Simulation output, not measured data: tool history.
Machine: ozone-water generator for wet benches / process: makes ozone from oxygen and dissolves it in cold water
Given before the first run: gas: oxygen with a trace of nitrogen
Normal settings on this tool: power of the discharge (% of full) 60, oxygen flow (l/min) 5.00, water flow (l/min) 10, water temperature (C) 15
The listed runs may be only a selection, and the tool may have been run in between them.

run    hour  power of the discharge (% of full)  oxygen flow (l/min)  water flow (l/min)  water temperature (C)  dissolved ozone (ppm)  ozone in the gas ahead of the water (g/m3)
  1     0.0                                  60                 5.00                  10                     15                   20.3                                       183.1
  2   124.2                                  60                 5.00                  10                     15                   20.0                                       186.0
  3   187.8                                  60                 5.00                  10                     15                   19.9                                       183.8
  4   260.2                                  60                 5.00                  10                     15                   19.9                                       181.7
  5   320.3                                  60                 5.00                  10                     15                   19.8                                       183.7
  6   392.3                                  60                 5.00                  10                     15                   19.9                                       182.9
  7   477.0                                  60                 5.00                  10                     15                   19.8                                       182.4
  8   556.2                                  60                 6.93                  10                     15                   19.7                                       160.9
  9   647.4                                  60                 5.00                  10                     15                   19.9                                       181.6
 10   716.7                                  60                 5.00                  10                     15                   19.9                                       182.4
 11   813.9                                  60                 2.63                  10                     15                   18.5                                       231.7
 12   903.0                                  54                 4.64                  10                     16                   17.5                                       172.2
 13   988.0                                  67                 2.61                  10                     12                   20.7                                       250.3
 14  1064.1                                  60                 8.63                   7                     15                   24.6                                       145.7
 15  1137.5                                  60                 8.63                   7                     15                   24.7                                       146.8
 16  1271.1                                  60                 7.49                   7                     11                   27.9                                       155.2
 17  1367.2                                  60                 5.60                   9                     15                   21.1                                       174.6
 18  1484.8                                  60                 5.60                   6                     20                   25.5                                       171.7
 19  1556.5                                  72                 7.66                  15                      8                   18.0                                       177.3

Each row is a separate what-if for the run after 19, all from the same tool condition, not one after another. Results?
  A  1674.9                                  75                 5.00                  12                     15                      ?                                           ?
  B  1674.9                                  77                 6.75                  10                     15                      ?                                           ?
  C  1674.9                                  72                 7.66                  12                      8                      ?                                           ?
  D  1674.9                                  54                 7.66                   7                     11                      ?                                           ?
  E  1674.9                                  60                 3.98                   7                     15                      ?                                           ?

run  dissolved ozone (ppm)  ozone in the gas ahead of the water (g/m3)
  A                   19.3                                       212.3
  B                   23.4                                       194.1
  C                   21.8                                       174.7
  D                   25.0                                       141.5
  E                   25.9                                       197.8
Take away the tool's hidden state, keep each run's random variation, and the runs would have read:
run  dissolved ozone (ppm)  ozone in the gas ahead of the water (g/m3)
  A                   21.5                                       219.8
  B                   26.0                                       201.1
  C                   24.3                                       180.7
  D                   27.4                                       145.2
  E                   28.3                                       203.6
